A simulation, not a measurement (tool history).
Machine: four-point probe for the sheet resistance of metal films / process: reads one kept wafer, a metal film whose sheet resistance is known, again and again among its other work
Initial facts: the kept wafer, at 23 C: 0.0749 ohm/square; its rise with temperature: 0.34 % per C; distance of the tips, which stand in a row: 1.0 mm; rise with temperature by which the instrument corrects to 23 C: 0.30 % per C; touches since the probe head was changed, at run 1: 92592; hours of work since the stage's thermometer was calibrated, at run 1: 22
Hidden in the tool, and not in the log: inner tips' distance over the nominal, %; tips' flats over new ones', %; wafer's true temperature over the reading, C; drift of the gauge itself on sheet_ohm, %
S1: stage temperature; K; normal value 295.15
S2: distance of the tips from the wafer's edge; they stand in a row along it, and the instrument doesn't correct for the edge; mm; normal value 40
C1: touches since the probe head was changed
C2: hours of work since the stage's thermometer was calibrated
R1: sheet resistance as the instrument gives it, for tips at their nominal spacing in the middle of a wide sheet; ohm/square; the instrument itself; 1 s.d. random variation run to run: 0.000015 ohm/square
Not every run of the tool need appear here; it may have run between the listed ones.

{"run": 1, "hour": 0.0, "S1": 295.15, "S2": 40, "C1": 92592, "C2": 22, "R1": 0.074129}
{"run": 2, "hour": 102.5, "S1": 292.15, "S2": 40, "C1": 95212, "C2": 71, "R1": 0.074008}
{"run": 3, "hour": 153.2, "S1": 292.15, "S2": 40, "C1": 96505, "C2": 95, "R1": 0.07399}
{"run": 4, "hour": 205.3, "S1": 292.15, "S2": 7, "C1": 97836, "C2": 120, "R1": 0.074769}
{"run": 5, "hour": 285.2, "S1": 292.15, "S2": 7, "C1": 99879, "C2": 158, "R1": 0.074738}
{"run": 6, "hour": 393.6, "S1": 292.15, "S2": 7, "C1": 102650, "C2": 210, "R1": 0.07475}
{"run": 7, "hour": 491.5, "S1": 292.15, "S2": 7, "C1": 105151, "C2": 256, "R1": 0.074708}
{"run": 8, "hour": 588.7, "S1": 295.15, "S2": 4, "C1": 107633, "C2": 302, "R1": 0.076346}
{"run": 9, "hour": 705.0, "S1": 295.15, "S2": 4, "C1": 110607, "C2": 358, "R1": 0.07633}
{"run": 10, "hour": 785.0, "S1": 295.15, "S2": 4, "C1": 112650, "C2": 396, "R1": 0.07631}
{"run": 11, "hour": 872.5, "S1": 295.15, "S2": 4, "C1": 114885, "C2": 437, "R1": 0.076302}
{"hour": 917.9, "done": "new probe head fitted"}
{"run": 12, "hour": 935.0, "S1": 292.15, "S2": 4, "C1": 436, "C2": 467, "R1": 0.077456}
{"run": 13, "hour": 1020.1, "S1": 292.15, "S2": 4, "C1": 2609, "C2": 507, "R1": 0.077429}
{"run": 14, "hour": 1095.1, "S1": 292.15, "S2": 4, "C1": 4526, "C2": 543, "R1": 0.077426}
{"run": 15, "hour": 1198.9, "S1": 292.15, "S2": 4, "C1": 7179, "C2": 592, "R1": 0.077362}
{"run": 16, "hour": 1311.4, "S1": 295.15, "S2": 40, "C1": 10053, "C2": 646, "R1": 0.075067}
{"run": 17, "hour": 1416.1, "S1": 295.15, "S2": 40, "C1": 12729, "C2": 696, "R1": 0.075003}
{"run": 18, "hour": 1518.4, "S1": 295.15, "S2": 40, "C1": 15342, "C2": 744, "R1": 0.074992}
{"run": 19, "hour": 1576.7, "S1": 295.15, "S2": 40, "C1": 16833, "C2": 772, "R1": 0.074948}
{"run": 20, "hour": 1646.2, "S1": 295.15, "S2": 65, "C1": 18608, "C2": 805, "R1": 0.074935}
{"run": 21, "hour": 1753.5, "S1": 297.15, "S2": 40, "C1": 21350, "C2": 856, "R1": 0.075004}
{"run": 22, "hour": 1872.0, "S1": 297.15, "S2": 40, "C1": 24378, "C2": 913, "R1": 0.074983}
{"run": 23, "hour": 1982.9, "S1": 297.15, "S2": 40, "C1": 27210, "C2": 965, "R1": 0.074931}
{"run": 24, "hour": 2060.4, "S1": 300.15, "S2": 14, "C1": 29193, "C2": 1002, "R1": 0.075207}
{"run": 25, "hour": 2168.2, "S1": 297.15, "S2": 29, "C1": 31946, "C2": 1054, "R1": 0.074935}
{"run": 26, "hour": 2232.9, "S1": 301.15, "S2": 33, "C1": 33600, "C2": 1084, "R1": 0.075044}
{"run": 27, "hour": 2285.5, "S1": 301.15, "S2": 33, "C1": 34942, "C2": 1109, "R1": 0.074993}
{"run": 28, "hour": 2394.8, "S1": 301.15, "S2": 33, "C1": 37737, "C2": 1161, "R1": 0.075005}
{"run": 29, "hour": 2469.1, "S1": 301.15, "S2": 33, "C1": 39635, "C2": 1197, "R1": 0.074955}
{"run": 30, "hour": 2565.6, "S1": 293.15, "S2": 39, "C1": 42100, "C2": 1243, "R1": 0.074732}
{"hour": 2587.5, "done": "stage's thermometer calibrated"}
{"run": 31, "hour": 2674.7, "S1": 293.15, "S2": 39, "C1": 44875, "C2": 41, "R1": 0.074624}
{"run": 32, "hour": 2783.4, "S1": 293.15, "S2": 39, "C1": 47652, "C2": 93, "R1": 0.074595}
{"run": 33, "hour": 2844.4, "S1": 299.15, "S2": 11, "C1": 49211, "C2": 122, "R1": 0.075067}
{"run": 34, "hour": 2938.1, "S1": 294.15, "S2": 3, "C1": 51605, "C2": 167, "R1": 0.078762}
{"run": 35, "hour": 3016.0, "S1": 293.15, "S2": 3, "C1": 53596, "C2": 204, "R1": 0.07872}
{"run": 36, "hour": 3067.4, "S1": 296.15, "S2": 7, "C1": 54909, "C2": 228, "R1": 0.075409}
{"run": 37, "hour": 3138.1, "S1": 296.15, "S2": 7, "C1": 56717, "C2": 262, "R1": 0.075417}
{"run": 38, "hour": 3227.9, "S1": 297.15, "S2": 5, "C1": 59011, "C2": 305, "R1": 0.076162}
{"run": 39, "hour": 3315.0, "S1": 292.15, "S2": 7, "C1": 61237, "C2": 346, "R1": 0.07527}
{"run": 40, "hour": 3368.1, "S1": 295.15, "S2": 41, "C1": 62593, "C2": 371, "R1": 0.074538}
{"run": 41, "hour": 3488.2, "S1": 302.15, "S2": 28, "C1": 65661, "C2": 429, "R1": 0.074711}
{"run": 42, "hour": 3585.1, "S1": 293.15, "S2": 39, "C1": 68139, "C2": 475, "R1": 0.074432}
{"run": 43, "hour": 3649.2, "S1": 293.15, "S2": 39, "C1": 69776, "C2": 505, "R1": 0.074417}
{"run": 44, "hour": 3733.6, "S1": 293.15, "S2": 29, "C1": 71933, "C2": 545, "R1": 0.074433}

Branching from run 44: 4 alternative next runs. What would each branch give?
{"run": "A", "hour": 3796.0, "S1": 295.15, "S2": 21, "C1": 73528, "C2": 575, "R1": "?"}
{"run": "B", "hour": 3796.0, "S1": 304.15, "S2": 29, "C1": 73528, "C2": 575, "R1": "?"}
{"run": "C", "hour": 3796.0, "S1": 292.15, "S2": 4, "C1": 73528, "C2": 575, "R1": "?"}
{"run": "D", "hour": 3796.0, "S1": 304.15, "S2": 60, "C1": 73528, "C2": 575, "R1": "?"}

run=A R1=0.074510
run=B R1=0.074717
run=C R1=0.076748
run=D R1=0.074691
The same runs, with their run-to-run variation unchanged, on a tool lacking any hidden condition would have given:
run=A R1=0.074958
run=B R1=0.075167
run=C R1=0.077209
run=D R1=0.075141
